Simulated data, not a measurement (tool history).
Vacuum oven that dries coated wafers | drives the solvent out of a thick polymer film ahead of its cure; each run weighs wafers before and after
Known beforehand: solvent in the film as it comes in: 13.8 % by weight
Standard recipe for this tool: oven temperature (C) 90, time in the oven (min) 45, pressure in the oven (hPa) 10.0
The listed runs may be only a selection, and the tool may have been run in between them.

{"run": 1, "hour": 0.0, "oven temperature (C)": 90, "time in the oven (min)": 45, "pressure in the oven (hPa)": 10.0, "solvent left in the film (%)": 2.46}
{"run": 2, "hour": 32.6, "oven temperature (C)": 90, "time in the oven (min)": 45, "pressure in the oven (hPa)": 10.0, "solvent left in the film (%)": 2.39}
{"run": 3, "hour": 54.0, "oven temperature (C)": 90, "time in the oven (min)": 45, "pressure in the oven (hPa)": 10.0, "solvent left in the film (%)": 2.42}
{"run": 4, "hour": 75.4, "oven temperature (C)": 90, "time in the oven (min)": 45, "pressure in the oven (hPa)": 10.0, "solvent left in the film (%)": 2.44}
{"run": 5, "hour": 94.0, "oven temperature (C)": 90, "time in the oven (min)": 45, "pressure in the oven (hPa)": 10.0, "solvent left in the film (%)": 2.45}
{"run": 6, "hour": 128.1, "oven temperature (C)": 90, "time in the oven (min)": 45, "pressure in the oven (hPa)": 10.0, "solvent left in the film (%)": 2.44}
{"run": 7, "hour": 145.6, "oven temperature (C)": 90, "time in the oven (min)": 45, "pressure in the oven (hPa)": 10.0, "solvent left in the film (%)": 2.45}
{"run": 8, "hour": 180.9, "oven temperature (C)": 90, "time in the oven (min)": 45, "pressure in the oven (hPa)": 10.0, "solvent left in the film (%)": 2.39}
{"run": 9, "hour": 214.5, "oven temperature (C)": 90, "time in the oven (min)": 45, "pressure in the oven (hPa)": 10.0, "solvent left in the film (%)": 2.28}
{"run": 10, "hour": 246.7, "oven temperature (C)": 90, "time in the oven (min)": 45, "pressure in the oven (hPa)": 10.0, "solvent left in the film (%)": 2.42}
{"run": 11, "hour": 282.4, "oven temperature (C)": 90, "time in the oven (min)": 45, "pressure in the oven (hPa)": 10.0, "solvent left in the film (%)": 2.41}
{"run": 12, "hour": 305.6, "oven temperature (C)": 90, "time in the oven (min)": 45, "pressure in the oven (hPa)": 10.0, "solvent left in the film (%)": 2.36}
{"run": 13, "hour": 346.2, "oven temperature (C)": 90, "time in the oven (min)": 45, "pressure in the oven (hPa)": 10.0, "solvent left in the film (%)": 2.43}
{"run": 14, "hour": 373.6, "oven temperature (C)": 80, "time in the oven (min)": 45, "pressure in the oven (hPa)": 10.0, "solvent left in the film (%)": 4.86}
{"run": 15, "hour": 413.9, "oven temperature (C)": 80, "time in the oven (min)": 45, "pressure in the oven (hPa)": 10.0, "solvent left in the film (%)": 4.89}
{"run": 16, "hour": 443.2, "oven temperature (C)": 90, "time in the oven (min)": 45, "pressure in the oven (hPa)": 38.5, "solvent left in the film (%)": 5.58}
{"run": 17, "hour": 476.1, "oven temperature (C)": 90, "time in the oven (min)": 45, "pressure in the oven (hPa)": 10.0, "solvent left in the film (%)": 2.44}
{"run": 18, "hour": 503.5, "oven temperature (C)": 83, "time in the oven (min)": 25, "pressure in the oven (hPa)": 18.4, "solvent left in the film (%)": 7.0}
{"run": 19, "hour": 527.9, "oven temperature (C)": 83, "time in the oven (min)": 25, "pressure in the oven (hPa)": 18.4, "solvent left in the film (%)": 6.91}
{"run": 20, "hour": 567.8, "oven temperature (C)": 90, "time in the oven (min)": 63, "pressure in the oven (hPa)": 20.3, "solvent left in the film (%)": 3.02}
{"run": 21, "hour": 605.1, "oven temperature (C)": 87, "time in the oven (min)": 34, "pressure in the oven (hPa)": 15.0, "solvent left in the film (%)": 4.46}
{"run": 22, "hour": 633.4, "oven temperature (C)": 99, "time in the oven (min)": 40, "pressure in the oven (hPa)": 10.4, "solvent left in the film (%)": 1.26}
{"run": 23, "hour": 664.6, "oven temperature (C)": 99, "time in the oven (min)": 40, "pressure in the oven (hPa)": 10.4, "solvent left in the film (%)": 1.29}
{"run": 24, "hour": 689.5, "oven temperature (C)": 87, "time in the oven (min)": 40, "pressure in the oven (hPa)": 10.9, "solvent left in the film (%)": 3.49}
{"run": 25, "hour": 721.8, "oven temperature (C)": 87, "time in the oven (min)": 55, "pressure in the oven (hPa)": 10.9, "solvent left in the film (%)": 2.6}
{"run": 26, "hour": 754.3, "oven temperature (C)": 87, "time in the oven (min)": 55, "pressure in the oven (hPa)": 10.9, "solvent left in the film (%)": 2.59}
{"run": 27, "hour": 780.8, "oven temperature (C)": 86, "time in the oven (min)": 56, "pressure in the oven (hPa)": 10.9, "solvent left in the film (%)": 2.72}
{"run": 28, "hour": 815.7, "oven temperature (C)": 86, "time in the oven (min)": 56, "pressure in the oven (hPa)": 10.9, "solvent left in the film (%)": 2.7}
{"run": 29, "hour": 835.5, "oven temperature (C)": 86, "time in the oven (min)": 56, "pressure in the oven (hPa)": 10.9, "solvent left in the film (%)": 2.8}
{"run": 30, "hour": 862.7, "oven temperature (C)": 86, "time in the oven (min)": 56, "pressure in the oven (hPa)": 10.9, "solvent left in the film (%)": 2.74}
{"run": 31, "hour": 895.2, "oven temperature (C)": 90, "time in the oven (min)": 56, "pressure in the oven (hPa)": 10.9, "solvent left in the film (%)": 2.02}
{"run": 32, "hour": 930.5, "oven temperature (C)": 93, "time in the oven (min)": 45, "pressure in the oven (hPa)": 10.0, "solvent left in the film (%)": 1.79}
{"run": 33, "hour": 958.8, "oven temperature (C)": 98, "time in the oven (min)": 45, "pressure in the oven (hPa)": 38.9, "solvent left in the film (%)": 3.88}

Consider 3 possible next runs. They are alternatives, not a sequence: every one starts from the tool as it was left by run 33. What does each give?
{"run": "A", "hour": 980.0, "oven temperature (C)": 98, "time in the oven (min)": 45, "pressure in the oven (hPa)": 12.2, "solvent left in the film (%)": "?"}
{"run": "B", "hour": 980.0, "oven temperature (C)": 90, "time in the oven (min)": 31, "pressure in the oven (hPa)": 10.0, "solvent left in the film (%)": "?"}
{"run": "C", "hour": 980.0, "oven temperature (C)": 90, "time in the oven (min)": 71, "pressure in the oven (hPa)": 10.0, "solvent left in the film (%)": "?"}

run=A solvent_left_in_the_film_(%)=1.47
run=B solvent_left_in_the_film_(%)=3.41
run=C solvent_left_in_the_film_(%)=1.53
Take away the tool's hidden state, keep each run's random variation, and the runs would have read:
run=A solvent_left_in_the_film_(%)=1.52
run=B solvent_left_in_the_film_(%)=3.66
run=C solvent_left_in_the_film_(%)=1.57

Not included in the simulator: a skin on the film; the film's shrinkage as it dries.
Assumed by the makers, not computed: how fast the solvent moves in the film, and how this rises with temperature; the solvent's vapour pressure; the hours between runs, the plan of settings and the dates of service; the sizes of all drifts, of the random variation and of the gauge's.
